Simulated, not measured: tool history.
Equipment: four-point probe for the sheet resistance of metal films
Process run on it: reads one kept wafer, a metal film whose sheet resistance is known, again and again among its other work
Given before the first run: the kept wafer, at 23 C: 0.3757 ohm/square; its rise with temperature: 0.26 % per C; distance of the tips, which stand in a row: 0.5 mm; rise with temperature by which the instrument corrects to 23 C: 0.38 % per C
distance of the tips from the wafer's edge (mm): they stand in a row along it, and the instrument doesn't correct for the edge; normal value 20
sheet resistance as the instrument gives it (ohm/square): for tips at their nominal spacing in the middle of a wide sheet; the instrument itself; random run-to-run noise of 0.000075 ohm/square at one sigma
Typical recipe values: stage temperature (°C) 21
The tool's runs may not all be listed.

run   hour  stage temperature (°C)  distance of the tips from the wafer's edge (mm)  sheet resistance as the instrument gives it (ohm/square)
  1      0                      21                                               20                                                  0.378332
  2   39.7                      21                                               20                                                  0.378315
  3   56.7                      21                                               20                                                  0.378202
  4   91.6                      21                                                8                                                  0.378938
  5  121.3                      21                                                8                                                  0.378968
  6  149.1                      32                                               20                                                  0.373479
  7  176.9                      32                                               20                                                  0.373521
  8  206.7                      32                                               20                                                  0.373547
  9    245                      20                                               20                                                  0.378572
 10  275.3                      21                                               15                                                  0.378331
 11  301.6                      33                                               20                                                  0.372981
 12  326.6                      33                                               20                                                  0.373081
 13    365                      21                                               20                                                  0.378225
 14  395.5                      21                                               26                                                  0.378096
 15  412.8                      33                                                8                                                  0.373662
 16  441.4                      24                                                8                                                  0.377283
 17  474.7                      24                                                8                                                  0.377313
 18  499.2                      31                                               20                                                  0.373663
 19  533.8                      28                                                3                                                  0.380276
 20  571.2                      21                                               59                                                  0.378016
 21  610.9                      21                                               59                                                  0.377979
 22  643.6                      21                                                5                                                  0.380085
 23  665.1                      24                                               60                                                  0.376597
 24  694.8                      30                                               60                                                  0.373977
 25  717.8                      33                                               20                                                   0.37275
 26  738.6                      20                                               20                                                  0.378504
 27  773.5                      20                                               20                                                  0.378412

Not shown here: 2 entries made in the log between runs. Locate each between two listed runs and compare the hidden state at the listed run before it with the hidden state at the listed run after it:
Between runs 16 and 17: stage's thermometer calibrated (hour 444.3)
  inner tips' distance over the nominal, %: 0.342 -> 0.338; wafer's true temperature over the reading, C: -0.02 -> -0.04
  what was measured, less what the result would be without the hidden state, sheet resistance as the instrument gives it (ohm/square): +0.001367 -> +0.00134
Between runs 20 and 21: stage's thermometer calibrated, once more (hour 597.3)
  inner tips' distance over the nominal, %: 0.326 -> 0.322; wafer's true temperature over the reading, C: -0.05 -> 0.04
  what was measured, less what the result would be without the hidden state, sheet resistance as the instrument gives it (ohm/square): +0.001285 -> +0.001346
